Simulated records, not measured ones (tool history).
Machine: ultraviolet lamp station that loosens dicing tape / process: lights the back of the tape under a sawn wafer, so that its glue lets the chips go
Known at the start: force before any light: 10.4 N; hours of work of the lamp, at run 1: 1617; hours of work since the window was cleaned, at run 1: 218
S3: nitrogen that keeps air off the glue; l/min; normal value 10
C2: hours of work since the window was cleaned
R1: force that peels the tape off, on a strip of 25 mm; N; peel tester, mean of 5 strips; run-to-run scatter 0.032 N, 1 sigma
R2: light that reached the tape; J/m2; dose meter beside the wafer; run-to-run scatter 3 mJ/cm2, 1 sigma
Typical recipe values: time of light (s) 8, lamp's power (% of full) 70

Run 1, day 0: usual settings; hours of work of the lamp 1617; C2 218. Result: R1 1.62 N, R2 4580 J/m2.
Run 2, day 1.196: usual settings; hours of work of the lamp 1638; C2 238. Result: R1 1.622 N, R2 4530 J/m2.
Run 3, day 2.925: usual settings but time of light (s) 9; hours of work of the lamp 1667; C2 268. Result: R1 1.273 N, R2 5110 J/m2.
Run 4, day 4.742: usual settings but time of light (s) 9; hours of work of the lamp 1698; C2 298. Result: R1 1.288 N, R2 5120 J/m2.
Run 5, day 5.912: usual settings; hours of work of the lamp 1718; C2 318. Result: R1 1.572 N, R2 4570 J/m2.
At day 6.988: window cleaned of glue's vapour.
Run 6, day 8.375: usual settings; hours of work of the lamp 1759; C2 24. Result: R1 1.599 N, R2 4540 J/m2.
Run 7, day 11.062: usual settings; hours of work of the lamp 1805; C2 69. Result: R1 1.558 N, R2 4560 J/m2.
Run 8, day 13.542: usual settings but lamp's power (% of full) 62; hours of work of the lamp 1847; C2 111. Result: R1 2.013 N, R2 4020 J/m2.
Run 9, day 15.854: usual settings but S3 6 l/min; hours of work of the lamp 1887; C2 151. Result: R1 2.025 N, R2 4550 J/m2.
Run 10, day 17.412: usual settings but time of light (s) 4, lamp's power (% of full) 85, S3 7 l/min; hours of work of the lamp 1913; C2 177. Result: R1 3.592 N, R2 2770 J/m2.
Run 11, day 18.679: usual settings but time of light (s) 4, lamp's power (% of full) 94; hours of work of the lamp 1935; C2 199. Result: R1 2.881 N, R2 3090 J/m2.
Run 12, day 20.133: usual settings but time of light (s) 4, lamp's power (% of full) 96; hours of work of the lamp 1959; C2 224. Result: R1 2.76 N, R2 3120 J/m2.
Run 13, day 21.479: usual settings but time of light (s) 6, lamp's power (% of full) 88, S3 13 l/min; hours of work of the lamp 1982; C2 246. Result: R1 1.58 N, R2 4350 J/m2.
At day 21.896: lamp changed.
Run 14, day 23.512: usual settings but time of light (s) 6, lamp's power (% of full) 88, S3 13 l/min; hours of work of the lamp 27; C2 280. Result: R1 1.59 N, R2 4310 J/m2.
Run 15, day 24.779: usual settings but time of light (s) 5, lamp's power (% of full) 67, S3 13 l/min; hours of work of the lamp 49; C2 302. Result: R1 3.014 N, R2 2680 J/m2.
Run 16, day 26.071: usual settings but time of light (s) 6, lamp's power (% of full) 63, S3 13 l/min; hours of work of the lamp 71; C2 324. Result: R1 2.688 N, R2 3130 J/m2.
At day 26.817: window cleaned of glue's vapour.
Run 17, day 28.817: usual settings but time of light (s) 9, lamp's power (% of full) 81; hours of work of the lamp 117; C2 34. Result: R1 0.928 N, R2 5940 J/m2.
Run 18, day 30.75: usual settings but time of light (s) 4, lamp's power (% of full) 81; hours of work of the lamp 150; C2 67. Result: R1 3.397 N, R2 2630 J/m2.

Below are 3 alternative next runs, each starting from the tool's condition after run 18. Predict each:
Run A, day 31.992: usual settings but time of light (s) 7, lamp's power (% of full) 80, S3 9 l/min; hours of work of the lamp 171; C2 88. Result: R1 ?, R2 ?.
Run B, day 31.992: usual settings but S3 5 l/min; hours of work of the lamp 171; C2 88. Result: R1 ?, R2 ?.
Run C, day 31.992: usual settings but time of light (s) 9, lamp's power (% of full) 88, S3 13 l/min; hours of work of the lamp 171; C2 88. Result: R1 ?, R2 ?.

run     R1    R2
  A  1.588  4520
  B  2.149  4580
  C   0.66  6510
Stripped of hidden state, with their random variation kept, the same runs would have yielded:
run     R1    R2
  A  1.586  4520
  B  2.147  4580
  C  0.659  6510
